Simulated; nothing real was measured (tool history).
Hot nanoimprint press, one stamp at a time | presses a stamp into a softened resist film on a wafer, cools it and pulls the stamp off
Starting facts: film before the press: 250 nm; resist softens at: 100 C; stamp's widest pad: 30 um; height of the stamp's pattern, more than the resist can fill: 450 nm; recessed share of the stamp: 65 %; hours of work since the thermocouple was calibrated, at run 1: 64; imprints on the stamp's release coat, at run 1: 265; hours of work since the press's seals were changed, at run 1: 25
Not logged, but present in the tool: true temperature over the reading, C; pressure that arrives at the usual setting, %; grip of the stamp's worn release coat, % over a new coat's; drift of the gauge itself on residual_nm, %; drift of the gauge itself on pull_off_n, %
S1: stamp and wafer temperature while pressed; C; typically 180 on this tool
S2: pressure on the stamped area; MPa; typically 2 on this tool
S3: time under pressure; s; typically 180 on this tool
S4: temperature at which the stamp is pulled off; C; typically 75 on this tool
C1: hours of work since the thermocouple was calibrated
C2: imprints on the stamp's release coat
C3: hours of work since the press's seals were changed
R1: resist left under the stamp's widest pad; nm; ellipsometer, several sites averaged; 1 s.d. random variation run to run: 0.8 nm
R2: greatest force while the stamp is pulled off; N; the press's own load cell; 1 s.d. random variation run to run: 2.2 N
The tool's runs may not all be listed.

run	day	S1	S2	S3	S4	C1	C2	C3	R1	R2
1	0	180	2	180	75	64	265	25	102.1	104
2	1.279	180	2	180	75	84	368	46	104.4	102
3	2.383	180	2	180	75	102	457	63	105.5	109
4	3.921	180	2	297	75	126	580	88	85.7	108
5	5.45	180	2	297	75	150	704	112	86.1	109
6	7.158	180	2	297	75	178	841	139	85.3	114
# day 8.129: stamp cleaned and given a new release coat
7	8.392	180	2	126	75	193	21	155	120.6	100
8	9.771	180	2	126	75	215	132	177	119.9	99
9	10.771	180	2	126	75	231	213	193	122.5	98
10	12.275	180	2	126	75	255	334	216	121.8	107
11	13.021	180	2	126	75	267	394	228	122.1	106
12	14.554	180	2	126	75	291	517	253	122.3	110
13	15.654	180	2	126	75	309	606	270	123	110
14	16.779	184	2.71	180	75	326	696	288	84.3	109
15	18.342	184	1.48	128	75	351	822	313	125.9	111
# day 19.525: stamp cleaned and given a new release coat
16	20.3	168	2	269	75	378	63	340	135	98
17	21.038	180	2	180	74	390	122	352	107.7	100
18	22.229	180	2	180	74	409	218	371	109.1	104
19	23.6	169	2	180	75	431	328	392	151.4	108
20	25.275	180	2	180	66	457	463	419	111.7	125
21	26.875	185	2	273	69	483	592	444	79.7	125
22	28.579	177	1.61	257	74	510	729	471	116	115

What if the next run were any one of these 4? Each begins from the tool's condition after run 22:
A	29.3	180	1.2	180	75	521	787	483	?	?
B	29.3	168	1.72	180	61	521	787	483	?	?
C	29.3	180	2	180	77	521	787	483	?	?
D	29.3	180	1.57	186	74	521	787	483	?	?

run	R1	R2
A	138.7	115
B	166.1	144
C	112	108
D	121.6	119
Stripped of hidden state, with their random variation kept, the same runs would have yielded:
run	R1	R2
A	130.4	95
B	155.9	120
C	104.1	90
D	113.5	99
